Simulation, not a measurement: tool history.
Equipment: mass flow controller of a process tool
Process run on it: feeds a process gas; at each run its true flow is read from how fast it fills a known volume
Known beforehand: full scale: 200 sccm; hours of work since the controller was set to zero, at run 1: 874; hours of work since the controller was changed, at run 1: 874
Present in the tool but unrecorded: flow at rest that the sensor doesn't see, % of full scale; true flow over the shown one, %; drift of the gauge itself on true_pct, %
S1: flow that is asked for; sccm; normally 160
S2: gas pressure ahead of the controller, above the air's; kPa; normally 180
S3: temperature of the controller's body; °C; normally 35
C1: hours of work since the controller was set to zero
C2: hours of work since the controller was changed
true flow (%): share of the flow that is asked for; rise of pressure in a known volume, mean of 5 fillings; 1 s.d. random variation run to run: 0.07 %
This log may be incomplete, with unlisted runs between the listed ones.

Run 1, hour 0.0: usual settings; C1 874; C2 874. Result: true flow (%) 98.02.
Run 2, hour 84.4: usual settings but S3 36 °C; C1 917; C2 917. Result: true flow (%) 97.96.
Run 3, hour 194.7: usual settings; C1 974; C2 974. Result: true flow (%) 97.95.
Run 4, hour 246.4: usual settings; C1 1000; C2 1000. Result: true flow (%) 97.93.
Run 5, hour 346.2: usual settings; C1 1052; C2 1052. Result: true flow (%) 97.94.
Run 6, hour 451.5: usual settings; C1 1106; C2 1106. Result: true flow (%) 97.84.
Run 7, hour 554.9: usual settings; C1 1159; C2 1159. Result: true flow (%) 97.82.
Run 8, hour 663.6: usual settings; C1 1215; C2 1215. Result: true flow (%) 97.83.
Run 9, hour 780.3: usual settings but S1 149 sccm, S3 38 °C; C1 1275; C2 1275. Result: true flow (%) 97.38.
Run 10, hour 887.8: usual settings but S1 35 sccm, S2 217 kPa; C1 1331; C2 1331. Result: true flow (%) 94.16.
Run 11, hour 962.3: usual settings but S1 128 sccm, S2 165 kPa, S3 26 °C; C1 1369; C2 1369. Result: true flow (%) 97.52.
Run 12, hour 1026.8: usual settings but S1 36 sccm, S2 219 kPa, S3 26 °C; C1 1402; C2 1402. Result: true flow (%) 94.51.
Run 13, hour 1128.3: usual settings but S1 52 sccm, S2 253 kPa, S3 40 °C; C1 1454; C2 1454. Result: true flow (%) 94.94.

Predict the results of run 14:
Run 14, hour 1217.7: usual settings but S1 52 sccm, S2 253 kPa, S3 40 °C; C1 1500; C2 1500. Result: true flow (%) ?.

Run 14 yielded true flow (%) 94.93.
Minus the tool's unlogged condition, the same run would have read true flow (%) 97.14.
